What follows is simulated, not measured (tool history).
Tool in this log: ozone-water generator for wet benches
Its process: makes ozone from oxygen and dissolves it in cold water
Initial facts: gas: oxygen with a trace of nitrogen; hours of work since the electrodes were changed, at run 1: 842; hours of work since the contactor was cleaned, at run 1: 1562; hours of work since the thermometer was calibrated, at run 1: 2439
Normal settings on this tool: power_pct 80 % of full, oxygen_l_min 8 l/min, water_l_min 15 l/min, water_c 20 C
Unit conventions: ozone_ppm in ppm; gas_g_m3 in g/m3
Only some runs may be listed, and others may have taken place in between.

run	day	power_pct	oxygen_l_min	water_l_min	water_c	hours of work since the electrodes were changed	hours of work since the contactor was cleaned	hours of work since the thermometer was calibrated	ozone_ppm	gas_g_m3
1	0	80	8	15	20	842	1562	2439	18.6	179.1
2	3.296	80	8	15	20	907	1627	2504	18.6	178.8
3	6.262	80	8	15	20	965	1685	2562	18.7	178.7
# day 9.954: water thermometer calibrated
4	11.433	80	8	15	20	1067	1787	29	18.4	177.4
5	13.788	80	8	15	20	1113	1833	76	18.7	176.7
6	18.433	80	8	15	20	1205	1925	167	18.5	178.1
7	20.996	80	8	15	20	1255	1975	218	18.5	175.9
8	24.421	80	8	15	20	1323	2043	285	18.7	176.8
9	29.775	80	8	20	20	1428	2148	391	15.1	175.8
10	34.058	80	8	20	20	1513	2233	475	15.3	175.7
11	37.812	80	8	20	20	1587	2307	549	15.2	175.9
12	40.854	80	8	15	17	1647	2367	609	19.3	175.4
13	45.388	80	8	15	16	1736	2456	698	19.6	174.5
14	47.946	80	4.25	15	20	1786	2506	749	20.6	267.4
15	51.988	80	8	13	20	1866	2586	828	19.1	175.1
16	57.162	80	8	13	20	1968	2688	930	19.2	173.8
17	61.604	80	8	13	20	2055	2775	1018	19.2	172
18	63.867	80	8	20	20	2100	2820	1062	14.5	172.1
19	68.804	98	14.29	10	22	2197	2917	1160	17.7	129.8
20	73.45	98	11.95	10	27	2289	3009	1251	16.9	145.6
21	76.279	87	8	18	15	2345	3064	1307	17.8	179.3
22	80.125	80	4.43	17	18	2420	3140	1383	18.3	254.4
23	84.367	80	8	15	25	2504	3224	1466	15.7	169.6
24	86.571	50	8	15	20	2547	3267	1510	13.7	134.2
25	90.35	80	11.75	10	20	2622	3342	1584	18.3	131.1
26	94.354	80	11.75	10	20	2701	3421	1663	18	130
27	96.896	51	10.07	20	20	2751	3471	1713	10.7	117
28	99.758	51	10.07	20	20	2807	3527	1769	10.5	116.4
29	103.808	80	8.48	11	20	2887	3607	1849	20	160.3
30	108.783	80	8.48	17	26	2985	3705	1947	13.4	160.6
31	113.017	51	4.35	10	28	3068	3788	2031	17.8	205.2
32	115.9	51	4.35	10	28	3125	3845	2088	17.5	201.8

What if the next run were any one of these 5? Each begins from the tool's condition after run 32:
A	120.592	80	8	13	20	3218	3938	2180	?	?
B	120.592	51	8.58	15	28	3218	3938	2180	?	?
C	120.592	62	4.35	12	28	3218	3938	2180	?	?
D	120.592	78	13.69	10	13	3218	3938	2180	?	?
E	120.592	65	4.72	15	20	3218	3938	2180	?	?

run	ozone_ppm	gas_g_m3
A	18	165.8
B	11.2	128.1
C	17.6	220.9
D	19.5	115.3
E	17.2	215.2
Stripped of hidden state, with their random variation kept, the same runs would have yielded:
run	ozone_ppm	gas_g_m3
A	21.2	182.7
B	12.9	138.3
C	20.5	240.6
D	22.9	126.8
E	20.1	234.9
